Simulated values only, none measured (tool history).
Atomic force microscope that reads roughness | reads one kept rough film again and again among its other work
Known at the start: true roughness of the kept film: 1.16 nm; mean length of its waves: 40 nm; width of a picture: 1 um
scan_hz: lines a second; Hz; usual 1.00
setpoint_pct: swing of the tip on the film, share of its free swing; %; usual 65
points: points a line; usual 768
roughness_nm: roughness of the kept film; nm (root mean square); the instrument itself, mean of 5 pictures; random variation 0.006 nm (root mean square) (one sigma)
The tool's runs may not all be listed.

run    day  scan_hz  setpoint_pct  points  roughness_nm
  1  0.000     1.00            65     768         1.108
  2  0.862     1.00            67     768         1.103
  3  1.596     1.00            67     768         1.096
  4  2.542     1.00            67     768         1.102
  5  3.038     1.74            65     768         1.080
  6  3.558     0.51            80     535         1.101
  7  4.250     1.32            75     490         1.052
  8  4.850     1.01            85     490         1.048
  9  5.267     1.01            85     490         1.040
 10  5.729     1.01            85     490         1.027

4 ways to go on from here, each from the tool as it stands after run 10. What would each give?
  A  6.583     3.80            65     268             ?
  B  6.583     1.12            85     490             ?
  C  6.583     1.05            62     900             ?
  D  6.583     1.00            90     344             ?

run  roughness_nm
  A         1.013
  B         1.018
  C         1.082
  D         1.031
Without the tool's hidden state the same runs would have given:
run  roughness_nm
  A         1.050
  B         1.055
  C         1.121
  D         1.068

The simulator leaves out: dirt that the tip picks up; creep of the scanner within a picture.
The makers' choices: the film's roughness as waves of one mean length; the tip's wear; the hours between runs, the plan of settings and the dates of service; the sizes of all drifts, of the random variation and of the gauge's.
